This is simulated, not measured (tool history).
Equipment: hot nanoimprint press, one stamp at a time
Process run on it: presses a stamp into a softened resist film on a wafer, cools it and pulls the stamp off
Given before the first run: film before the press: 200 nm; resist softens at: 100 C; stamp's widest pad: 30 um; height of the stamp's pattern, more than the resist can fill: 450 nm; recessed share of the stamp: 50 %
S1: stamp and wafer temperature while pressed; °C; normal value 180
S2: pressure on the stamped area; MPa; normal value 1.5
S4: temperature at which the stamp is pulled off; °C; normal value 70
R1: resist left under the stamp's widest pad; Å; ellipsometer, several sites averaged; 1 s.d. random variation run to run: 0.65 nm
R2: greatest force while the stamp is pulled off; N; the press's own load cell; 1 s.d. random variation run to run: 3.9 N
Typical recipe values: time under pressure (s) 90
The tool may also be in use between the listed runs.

run 1 hour=0 | S1=180 S2=1.5 time_under_pressure_(s)=90 S4=70 | R1=987 R2=204
run 2 hour=29.4 | S1=180 S2=1.5 time_under_pressure_(s)=90 S4=70 | R1=981 R2=204
run 3 hour=63 | S1=180 S2=1.5 time_under_pressure_(s)=90 S4=70 | R1=986 R2=205
-- hour=89 plate thermocouple calibrated
run 4 hour=92.6 | S1=180 S2=1.5 time_under_pressure_(s)=90 S4=70 | R1=957 R2=204
-- hour=111.6 stamp cleaned and given a new release coat
run 5 hour=135.6 | S1=180 S2=1.5 time_under_pressure_(s)=90 S4=70 | R1=961 R2=169
run 6 hour=179.8 | S1=180 S2=1.5 time_under_pressure_(s)=90 S4=70 | R1=948 R2=184
run 7 hour=206.3 | S1=180 S2=1.5 time_under_pressure_(s)=90 S4=70 | R1=954 R2=182
run 8 hour=251.7 | S1=180 S2=1.5 time_under_pressure_(s)=90 S4=70 | R1=939 R2=186
run 9 hour=290.2 | S1=180 S2=1.5 time_under_pressure_(s)=90 S4=70 | R1=949 R2=196
run 10 hour=324.4 | S1=180 S2=1.5 time_under_pressure_(s)=120 S4=70 | R1=839 R2=210
-- hour=342.5 plate thermocouple calibrated, once more
run 11 hour=361.5 | S1=192 S2=1.5 time_under_pressure_(s)=120 S4=70 | R1=647 R2=215
-- hour=388 stamp cleaned and given a new release coat
run 12 hour=394 | S1=192 S2=1.5 time_under_pressure_(s)=120 S4=70 | R1=661 R2=190
run 13 hour=413 | S1=192 S2=1.5 time_under_pressure_(s)=120 S4=70 | R1=655 R2=190
run 14 hour=438.5 | S1=180 S2=1.5 time_under_pressure_(s)=90 S4=70 | R1=1045 R2=188
run 15 hour=482.9 | S1=180 S2=1.5 time_under_pressure_(s)=90 S4=70 | R1=1031 R2=206
run 16 hour=520.9 | S1=180 S2=1.5 time_under_pressure_(s)=91 S4=70 | R1=1023 R2=202
run 17 hour=548.8 | S1=170 S2=1.15 time_under_pressure_(s)=81 S4=71 | R1=1527 R2=198
run 18 hour=573.5 | S1=187 S2=1.26 time_under_pressure_(s)=81 S4=71 | R1=951 R2=203
run 19 hour=603.4 | S1=181 S2=2.02 time_under_pressure_(s)=90 S4=70 | R1=879 R2=202
run 20 hour=623.5 | S1=174 S2=2.36 time_under_pressure_(s)=90 S4=70 | R1=1010 R2=212
run 21 hour=649.7 | S1=174 S2=1.72 time_under_pressure_(s)=72 S4=70 | R1=1228 R2=214
-- hour=660.7 stamp cleaned and given a new release coat
run 22 hour=687.5 | S1=180 S2=1.6 time_under_pressure_(s)=90 S4=70 | R1=993 R2=191
run 23 hour=707.7 | S1=175 S2=1.49 time_under_pressure_(s)=138 S4=57 | R1=1037 R2=246
run 24 hour=729.6 | S1=175 S2=1.49 time_under_pressure_(s)=138 S4=77 | R1=1031 R2=164
run 25 hour=761.8 | S1=187 S2=1.49 time_under_pressure_(s)=138 S4=63 | R1=716 R2=230
run 26 hour=787.3 | S1=180 S2=1.54 time_under_pressure_(s)=110 S4=70 | R1=936 R2=203
run 27 hour=825.6 | S1=191 S2=1.5 time_under_pressure_(s)=90 S4=70 | R1=729 R2=212
run 28 hour=856.2 | S1=181 S2=1.08 time_under_pressure_(s)=158 S4=55 | R1=944 R2=273
run 29 hour=897.2 | S1=181 S2=1.08 time_under_pressure_(s)=158 S4=55 | R1=964 R2=280

Alternative continuations, all from the tool just after run 29; predict every row:
-- hour=933.7 stamp cleaned and given a new release coat
run A hour=943.5 | S1=181 S2=1.87 time_under_pressure_(s)=79 S4=75 | R1=? R2=?
-- hour=933.7 stamp cleaned and given a new release coat
run B hour=943.5 | S1=186 S2=1.99 time_under_pressure_(s)=86 S4=55 | R1=? R2=?
-- hour=933.7 stamp cleaned and given a new release coat
run C hour=943.5 | S1=181 S2=1.08 time_under_pressure_(s)=158 S4=56 | R1=? R2=?

run=A R1=927 R2=164
run=B R1=739 R2=243
run=C R1=943 R2=239
Without the tool's unlogged condition, the same runs would have read:
run=A R1=952 R2=168
run=B R1=758 R2=247
run=C R1=974 R2=243

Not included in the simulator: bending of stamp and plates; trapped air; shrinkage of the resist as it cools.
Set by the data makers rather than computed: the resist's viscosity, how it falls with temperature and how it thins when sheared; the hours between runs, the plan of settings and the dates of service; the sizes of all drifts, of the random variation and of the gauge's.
